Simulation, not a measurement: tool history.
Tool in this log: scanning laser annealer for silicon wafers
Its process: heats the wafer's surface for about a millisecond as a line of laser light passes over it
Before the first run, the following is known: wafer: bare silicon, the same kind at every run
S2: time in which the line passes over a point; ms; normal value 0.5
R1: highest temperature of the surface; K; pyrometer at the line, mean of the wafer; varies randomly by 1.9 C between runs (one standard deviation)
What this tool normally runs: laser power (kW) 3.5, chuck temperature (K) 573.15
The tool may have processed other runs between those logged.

Run 1, day 0: usual settings. Result: R1 1338.15 K.
Run 2, day 0.454: usual settings. Result: R1 1343.15 K.
Run 3, day 1.112: usual settings but chuck temperature (K) 591.15. Result: R1 1356.15 K.
Run 4, day 1.588: usual settings but chuck temperature (K) 591.15. Result: R1 1360.15 K.
Run 5, day 2.096: usual settings but chuck temperature (K) 591.15. Result: R1 1359.15 K.
Run 6, day 2.975: usual settings. Result: R1 1340.15 K.
Run 7, day 3.667: usual settings. Result: R1 1338.15 K.
Run 8, day 4.362: usual settings but chuck temperature (K) 538.15. Result: R1 1304.15 K.
Run 9, day 4.808: usual settings. Result: R1 1339.15 K.
Run 10, day 5.442: usual settings. Result: R1 1341.15 K.
Run 11, day 6.188: usual settings but laser power (kW) 3.082. Result: R1 1227.15 K.
Run 12, day 7.008: usual settings but laser power (kW) 3.228. Result: R1 1265.15 K.
Run 13, day 7.8: usual settings. Result: R1 1342.15 K.
Run 14, day 8.288: usual settings. Result: R1 1337.15 K.
Run 15, day 9.192: usual settings. Result: R1 1337.15 K.
Run 16, day 9.929: usual settings. Result: R1 1338.15 K.
Run 17, day 10.554: usual settings. Result: R1 1335.15 K.
Run 18, day 11.421: usual settings. Result: R1 1335.15 K.
Run 19, day 12.188: usual settings. Result: R1 1334.15 K.
Run 20, day 13.154: usual settings but laser power (kW) 3.466, chuck temperature (K) 567.15. Result: R1 1322.15 K.
Run 21, day 13.583: usual settings but laser power (kW) 3.839, S2 0.433 ms, chuck temperature (K) 592.15. Result: R1 1380.15 K.
Run 22, day 14.642: usual settings but laser power (kW) 3.002, S2 0.541 ms, chuck temperature (K) 557.15. Result: R1 1214.15 K.
Run 23, day 15.529: usual settings but laser power (kW) 3.002, S2 0.541 ms, chuck temperature (K) 557.15. Result: R1 1216.15 K.
Run 24, day 15.979: usual settings but laser power (kW) 3.002, S2 0.541 ms, chuck temperature (K) 557.15. Result: R1 1217.15 K.
Run 25, day 16.517: usual settings but laser power (kW) 3.823, S2 0.541 ms, chuck temperature (K) 582.15. Result: R1 1464.15 K.
Run 26, day 17.471: usual settings but laser power (kW) 3.823, S2 0.541 ms, chuck temperature (K) 582.15. Result: R1 1465.15 K.
Run 27, day 18.162: usual settings but laser power (kW) 3.493, S2 0.606 ms, chuck temperature (K) 577.15. Result: R1 1421.15 K.
Run 28, day 18.612: usual settings but laser power (kW) 3.493, S2 0.606 ms, chuck temperature (K) 577.15. Result: R1 1422.15 K.
Run 29, day 19.554: usual settings but laser power (kW) 3.493, S2 0.606 ms, chuck temperature (K) 598.15. Result: R1 1443.15 K.
Run 30, day 20.538: usual settings but laser power (kW) 3.493, S2 0.515 ms, chuck temperature (K) 547.15. Result: R1 1317.15 K.
Run 31, day 21.229: usual settings but laser power (kW) 3.48, S2 0.528 ms, chuck temperature (K) 570.15. Result: R1 1344.15 K.
Run 32, day 21.929: usual settings but laser power (kW) 3.686, S2 0.364 ms, chuck temperature (K) 598.15. Result: R1 1273.15 K.
Run 33, day 22.621: usual settings but laser power (kW) 3.512, S2 0.468 ms. Result: R1 1300.15 K.
Run 34, day 23.446: usual settings but laser power (kW) 3.512, S2 0.468 ms. Result: R1 1305.15 K.
Run 35, day 23.946: usual settings but laser power (kW) 3.148, S2 0.388 ms, chuck temperature (K) 602.15. Result: R1 1177.15 K.

Here are 3 independent what-if runs from the current tool condition. What would each one return?
Run A, day 24.712: usual settings but laser power (kW) 3.029, S2 0.48 ms, chuck temperature (K) 602.15. Result: R1 ?.
Run B, day 24.712: usual settings but laser power (kW) 3.559, S2 0.388 ms, chuck temperature (K) 562.15. Result: R1 ?.
Run C, day 24.712: usual settings but laser power (kW) 3.024, S2 0.39 ms, chuck temperature (K) 557.15. Result: R1 ?.

run       R1
  A  1217.15
  B  1230.15
  C  1105.15
Without the tool's unlogged condition, the same runs would have read:
run       R1
  A  1248.15
  B  1263.15
  C  1132.15
